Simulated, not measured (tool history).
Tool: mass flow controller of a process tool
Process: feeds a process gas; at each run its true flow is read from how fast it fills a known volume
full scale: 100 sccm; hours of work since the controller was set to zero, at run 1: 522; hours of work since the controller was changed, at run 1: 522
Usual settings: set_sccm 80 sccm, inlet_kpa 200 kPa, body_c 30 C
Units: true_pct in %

run      day  set_sccm  inlet_kpa  body_c  hours of work since the controller was set to zero  hours of work since the controller was changed  true_pct
  1    0.000        80        200      30                                                 522                                             522     99.70
  2    4.208        80        200      30                                                 562                                             562     99.78
  3    6.675        80        200      30                                                 585                                             585     99.74
  4   10.421        80        200      30                                                 620                                             620     99.73
  5   14.192        80        200      30                                                 656                                             656     99.69
  6   18.567        80        200      30                                                 697                                             697     99.81
  7   22.408        80        200      22                                                 734                                             734    100.01
  8   24.908        80        200      22                                                 757                                             757     99.97
  9   28.217        90        200      22                                                 789                                             789    100.05
 10   32.312        90        200      22                                                 827                                             827    100.11
 11   35.925        80        200      30                                                 862                                             862     99.75
 12   39.988        80        200      30                                                 900                                             900     99.68
 13   43.658        80        200      30                                                 935                                             935     99.70
 14   47.662        80        200      38                                                 973                                             973     99.57
 15   52.271        80        200      38                                                1016                                            1016     99.67
 16   55.558        80        200      30                                                1047                                            1047     99.72
 17   58.642        80        200      25                                                1076                                            1076     99.79
 18   61.642        80        200      25                                                1105                                            1105     99.85
 19   65.092        80        200      23                                                1137                                            1137     99.90
 20   68.179        80        200      23                                                1167                                            1167     99.99
 21   71.946        80        200      23                                                1202                                            1202     99.97
 22   75.800        80        200      23                                                1239                                            1239     99.90
 23   79.171        80        200      30                                                1271                                            1271     99.75
 24   82.346        80        200      30                                                1301                                            1301     99.73
 25   85.283        82        188      21                                                1328                                            1328    100.09
 26   88.575        82        188      21                                                1360                                            1360    100.10
 27   91.112        82        188      21                                                1384                                            1384    100.16
 28   95.862        80        280      30                                                1429                                            1429     99.44
 29  100.804        80        280      30                                                1475                                            1475     99.50
 30  105.308        13        178      30                                                1518                                            1518     99.61
 31  108.300        13        178      30                                                1546                                            1546     99.61
 32  112.329        80        269      22                                                1584                                            1584     99.77
 33  116.188        80        269      22                                                1621                                            1621     99.68
 34  119.512        80        269      22                                                1652                                            1652     99.67
 35  124.033        32        187      38                                                1695                                            1695     99.24
 36  128.554        32        187      38                                                1738                                            1738     99.39
 37  133.271        80        200      37                                                1782                                            1782     99.52
 38  137.004        80        210      37                                                1818                                            1818     99.51
 39  141.917        34        168      37                                                1864                                            1864     99.56
 40  145.304        34        168      37                                                1896                                            1896     99.46
 41  148.767        21        168      23                                                1929                                            1929     99.80
 42  153.229        10        249      38                                                1971                                            1971     99.07
 43  155.571        41        159      30                                                1993                                            1993     99.75
 44  158.138        41        159      30                                                2018                                            2018     99.74
 45  162.504        41        159      30                                                2059                                            2059     99.74
 46  166.475        80        162      25                                                2096                                            2096    100.09
 47  170.133        83        186      33                                                2131                                            2131     99.70
 48  172.817        22        148      30                                                2156                                            2156     99.66

4 ways to go on from here, each from the tool as it stands after run 48. What would each give?
  A  175.321        30        191      30                                                2180                                            2180         ?
  B  175.321        30        256      20                                                2180                                            2180         ?
  C  175.321        22        170      30                                                2180                                            2180         ?
  D  175.321        79        222      20                                                2180                                            2180         ?

run  true_pct
  A     99.61
  B     99.64
  C     99.68
  D     99.89
Without the tool's hidden state the same runs would have given:
run  true_pct
  A     99.61
  B     99.63
  C     99.68
  D     99.89
